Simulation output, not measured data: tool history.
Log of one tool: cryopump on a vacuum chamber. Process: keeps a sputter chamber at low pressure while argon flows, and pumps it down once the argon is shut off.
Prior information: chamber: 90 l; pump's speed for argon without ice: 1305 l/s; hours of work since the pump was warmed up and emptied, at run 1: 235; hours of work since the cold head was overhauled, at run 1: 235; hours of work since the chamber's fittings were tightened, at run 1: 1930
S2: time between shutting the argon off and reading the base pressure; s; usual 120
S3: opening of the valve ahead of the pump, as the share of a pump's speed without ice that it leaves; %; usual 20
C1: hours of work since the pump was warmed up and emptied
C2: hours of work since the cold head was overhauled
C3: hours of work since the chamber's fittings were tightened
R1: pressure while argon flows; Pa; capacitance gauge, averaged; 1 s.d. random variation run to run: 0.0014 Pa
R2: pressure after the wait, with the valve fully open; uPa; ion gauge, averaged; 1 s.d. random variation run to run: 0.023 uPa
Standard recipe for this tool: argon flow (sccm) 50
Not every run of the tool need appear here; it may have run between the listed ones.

run 1 hour=0 | argon_flow_(sccm)=50 S2=120 S3=20 | C1=235 C2=235 C3=1930 | R1=0.331 R2=1.79
run 2 hour=8.8 | argon_flow_(sccm)=50 S2=120 S3=20 | C1=243 C2=243 C3=1937 | R1=0.3295 R2=1.74
run 3 hour=27 | argon_flow_(sccm)=50 S2=120 S3=20 | C1=257 C2=257 C3=1952 | R1=0.3331 R2=1.77
run 4 hour=38.5 | argon_flow_(sccm)=50 S2=120 S3=20 | C1=267 C2=267 C3=1961 | R1=0.3326 R2=1.77
run 5 hour=56.9 | argon_flow_(sccm)=40 S2=120 S3=20 | C1=282 C2=282 C3=1976 | R1=0.2666 R2=1.8
run 6 hour=65.7 | argon_flow_(sccm)=50 S2=120 S3=20 | C1=289 C2=289 C3=1983 | R1=0.334 R2=1.77
run 7 hour=77.5 | argon_flow_(sccm)=50 S2=120 S3=20 | C1=299 C2=299 C3=1993 | R1=0.3302 R2=1.79
run 8 hour=89.8 | argon_flow_(sccm)=50 S2=120 S3=20 | C1=309 C2=309 C3=2003 | R1=0.3349 R2=1.87
run 9 hour=109.6 | argon_flow_(sccm)=50 S2=120 S3=20 | C1=325 C2=325 C3=2019 | R1=0.333 R2=1.82
run 10 hour=120.3 | argon_flow_(sccm)=50 S2=120 S3=30 | C1=334 C2=334 C3=2028 | R1=0.227 R2=1.89
run 11 hour=133.5 | argon_flow_(sccm)=50 S2=120 S3=30 | C1=344 C2=344 C3=2038 | R1=0.2281 R2=1.84
run 12 hour=147.3 | argon_flow_(sccm)=50 S2=120 S3=56 | C1=356 C2=356 C3=2050 | R1=0.1283 R2=1.9
run 13 hour=168.4 | argon_flow_(sccm)=50 S2=120 S3=20 | C1=373 C2=373 C3=2067 | R1=0.3343 R2=1.93
run 14 hour=179.5 | argon_flow_(sccm)=50 S2=120 S3=20 | C1=382 C2=382 C3=2076 | R1=0.3394 R2=1.94
run 15 hour=196.1 | argon_flow_(sccm)=50 S2=120 S3=20 | C1=395 C2=395 C3=2089 | R1=0.3392 R2=1.93
run 16 hour=208.1 | argon_flow_(sccm)=50 S2=120 S3=20 | C1=405 C2=405 C3=2099 | R1=0.3336 R2=1.89
run 17 hour=220.5 | argon_flow_(sccm)=50 S2=120 S3=20 | C1=415 C2=415 C3=2109 | R1=0.3398 R2=1.98
run 18 hour=237.7 | argon_flow_(sccm)=50 S2=120 S3=20 | C1=429 C2=429 C3=2123 | R1=0.3387 R2=2.02
run 19 hour=247.2 | argon_flow_(sccm)=50 S2=120 S3=20 | C1=437 C2=437 C3=2131 | R1=0.3407 R2=2
run 20 hour=259 | argon_flow_(sccm)=96 S2=29 S3=23 | C1=447 C2=447 C3=2141 | R1=0.5719 R2=3.74
run 21 hour=268 | argon_flow_(sccm)=50 S2=120 S3=22 | C1=454 C2=454 C3=2148 | R1=0.3117 R2=2.04
run 22 hour=284.2 | argon_flow_(sccm)=50 S2=120 S3=22 | C1=467 C2=467 C3=2161 | R1=0.3118 R2=1.98
run 23 hour=304.5 | argon_flow_(sccm)=50 S2=34 S3=28 | C1=484 C2=484 C3=2178 | R1=0.2477 R2=3.37
run 24 hour=321.6 | argon_flow_(sccm)=78 S2=263 S3=43 | C1=498 C2=498 C3=2192 | R1=0.2631 R2=1.77
run 25 hour=332.4 | argon_flow_(sccm)=21 S2=72 S3=56 | C1=506 C2=506 C3=2201 | R1=0.0554 R2=2.47
run 26 hour=345.5 | argon_flow_(sccm)=50 S2=225 S3=42 | C1=517 C2=517 C3=2211 | R1=0.1734 R2=1.84
run 27 hour=362.1 | argon_flow_(sccm)=29 S2=120 S3=34 | C1=531 C2=531 C3=2225 | R1=0.1234 R2=2.07
run 28 hour=375.9 | argon_flow_(sccm)=78 S2=71 S3=28 | C1=542 C2=542 C3=2236 | R1=0.3889 R2=2.48

Run 29 has not been measured yet. What should we expect?
run 29 hour=391.9 | argon_flow_(sccm)=78 S2=71 S3=28 | C1=555 C2=555 C3=2249 | R1=? R2=?

{"run 29": {"R1": 0.3926, "R2": 2.55}}
Without the tool's hidden state the same run would have given R1 0.3601 Pa, R2 1.15 uPa.
